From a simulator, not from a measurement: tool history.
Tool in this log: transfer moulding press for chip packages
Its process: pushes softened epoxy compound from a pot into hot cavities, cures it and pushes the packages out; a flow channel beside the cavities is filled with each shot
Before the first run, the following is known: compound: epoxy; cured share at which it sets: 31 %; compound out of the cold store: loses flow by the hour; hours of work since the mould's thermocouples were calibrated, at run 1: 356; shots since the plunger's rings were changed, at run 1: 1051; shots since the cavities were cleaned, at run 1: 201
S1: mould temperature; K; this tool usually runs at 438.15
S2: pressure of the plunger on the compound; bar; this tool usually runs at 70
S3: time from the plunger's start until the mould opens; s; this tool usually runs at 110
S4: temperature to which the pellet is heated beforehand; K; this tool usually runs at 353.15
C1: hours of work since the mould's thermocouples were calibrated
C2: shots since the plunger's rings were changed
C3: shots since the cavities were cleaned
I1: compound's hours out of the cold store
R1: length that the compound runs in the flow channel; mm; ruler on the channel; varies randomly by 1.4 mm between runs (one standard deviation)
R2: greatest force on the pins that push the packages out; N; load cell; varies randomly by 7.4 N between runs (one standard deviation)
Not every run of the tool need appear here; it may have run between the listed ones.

Run 1, hour 0: usual settings; C1 356; C2 1051; C3 201; I1 14.8. Result: R1 736 mm, R2 405 N.
Run 2, hour 36: usual settings; C1 377; C2 1415; C3 565; I1 8.2. Result: R1 745 mm, R2 490 N.
At hour 49.7: cavities cleaned with cleaning compound and waxed.
Run 3, hour 54.7: usual settings; C1 388; C2 1589; C3 51; I1 18.2. Result: R1 723 mm, R2 339 N.
Run 4, hour 72.3: usual settings; C1 398; C2 1766; C3 228; I1 11.4. Result: R1 734 mm, R2 416 N.
Run 5, hour 99.8: usual settings; C1 415; C2 2044; C3 506; I1 29.4. Result: R1 699 mm, R2 472 N.
At hour 120.7: cavities cleaned with cleaning compound and waxed.
Run 6, hour 134: usual settings; C1 434; C2 2373; C3 134; I1 18.3. Result: R1 717 mm, R2 368 N.
Run 7, hour 175.8: usual settings but S2 52.3 bar, S3 103 s; C1 459; C2 2796; C3 557; I1 12.5. Result: R1 625 mm, R2 571 N.
At hour 190.9: cavities cleaned with cleaning compound and waxed.
At hour 204.3: plunger's sealing rings changed.
Run 8, hour 213.2: usual settings but S4 361.15 K; C1 479; C2 90; C3 200; I1 16.7. Result: R1 739 mm, R2 381 N.
Run 9, hour 241.6: usual settings but S3 96 s, S4 350.15 K; C1 497; C2 376; C3 486; I1 39.8. Result: R1 694 mm, R2 601 N.
At hour 263.6: cavities cleaned with cleaning compound and waxed.
Run 10, hour 285.1: usual settings but S2 69 bar, S3 123 s, S4 356.15 K; C1 522; C2 800; C3 216; I1 11.7. Result: R1 736 mm, R2 346 N.
Run 11, hour 310.2: usual settings but S2 86.2 bar, S3 122 s, S4 360.15 K; C1 537; C2 1053; C3 469; I1 38.3. Result: R1 765 mm, R2 419 N.
At hour 335.4: cavities cleaned with cleaning compound and waxed.
Run 12, hour 347.5: usual settings but S1 445.15 K, S2 61.2 bar, S3 139 s, S4 363.15 K; C1 558; C2 1415; C3 122; I1 9. Result: R1 677 mm, R2 305 N.

Predict each of these 4 candidate next runs independently; none follows another, all start after run 12:
Run A, hour 388.1: usual settings but S4 362.15 K; C1 583; C2 1825; C3 532; I1 39.2. Result: R1 ?, R2 ?.
Run B, hour 388.1: usual settings but S1 445.15 K, S2 56.2 bar, S3 139 s, S4 363.15 K; C1 583; C2 1825; C3 532; I1 31.4. Result: R1 ?, R2 ?.
Run C, hour 388.1: usual settings but S1 431.15 K, S2 61.2 bar, S3 139 s, S4 363.15 K; C1 583; C2 1825; C3 532; I1 27.2. Result: R1 ?, R2 ?.
Run D, hour 388.1: usual settings but S1 435.15 K, S2 61.2 bar, S3 107 s, S4 349.15 K; C1 583; C2 1825; C3 532; I1 36.5. Result: R1 ?, R2 ?.

run   R1   R2
  A  679  466
  B  609  380
  C  669  457
  D  649  576
Without the tool's unlogged condition, the same runs would have read:
run   R1   R2
  A  698  314
  B  626  248
  C  689  305
  D  668  395

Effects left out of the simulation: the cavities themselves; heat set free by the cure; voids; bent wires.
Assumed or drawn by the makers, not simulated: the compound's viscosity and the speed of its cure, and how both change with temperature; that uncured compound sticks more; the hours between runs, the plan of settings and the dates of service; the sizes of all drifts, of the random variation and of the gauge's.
